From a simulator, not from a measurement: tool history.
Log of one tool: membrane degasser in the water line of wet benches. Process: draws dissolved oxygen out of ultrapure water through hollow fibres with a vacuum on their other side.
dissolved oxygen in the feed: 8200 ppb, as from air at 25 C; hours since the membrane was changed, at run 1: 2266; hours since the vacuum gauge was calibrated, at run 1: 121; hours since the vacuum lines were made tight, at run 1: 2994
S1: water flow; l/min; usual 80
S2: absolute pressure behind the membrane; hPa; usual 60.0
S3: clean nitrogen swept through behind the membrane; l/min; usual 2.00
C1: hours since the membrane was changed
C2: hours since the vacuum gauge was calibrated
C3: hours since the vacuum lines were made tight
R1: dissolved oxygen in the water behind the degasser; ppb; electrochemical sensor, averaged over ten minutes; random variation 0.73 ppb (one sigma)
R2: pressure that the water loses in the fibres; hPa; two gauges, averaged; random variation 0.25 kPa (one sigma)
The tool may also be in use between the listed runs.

run   hour   S1     S2    S3    C1   C2    C3     R1     R2
  1    0.0   80   60.0  2.00  2266  121  2994  227.4  662.4
  2   33.2   83   60.0  2.00  2299  154  3027  235.3  682.1
  3   83.7   83   60.0  2.00  2350  204  3077  236.6  683.0
  4  122.3   83   45.8  2.00  2388  243  3116  121.7  687.9
  5  161.6   80   65.7  2.00  2428  282  3155  272.2  659.3
  6  218.1   80   65.7  2.00  2484  339  3212  272.9  658.0
  7  262.1   80   60.0  2.00  2528  383  3256  228.2  655.7
  8  298.6   80   60.0  2.00  2565  419  3292  228.5  658.9
  9  338.3   80   60.0  2.00  2604  459  3332  229.6  654.5
 10  387.5   80   60.0  2.00  2653  508  3381  229.2  658.5
 11  433.2   51  136.9  0.96  2699  554  3427  968.3  422.6
 12  488.0  105   99.5  3.54  2754  609  3482  425.5  865.3
 13  529.5   62   56.4  0.81  2795  650  3523  315.6  507.4
 14  575.6  103   60.0  0.83  2842  696  3569  491.2  848.8
 15  608.4  103   60.0  0.83  2874  729  3602  495.1  845.9

The next listed run, before its measurement:
 16  673.9  103  75.9  3.46  2940  794  3667   ?   ?

{"run 16": {"R1": 288.8, "R2": 844.1}}
Without the tool's hidden state the same run would have given R1 284.1 ppb, R2 844.0 hPa.
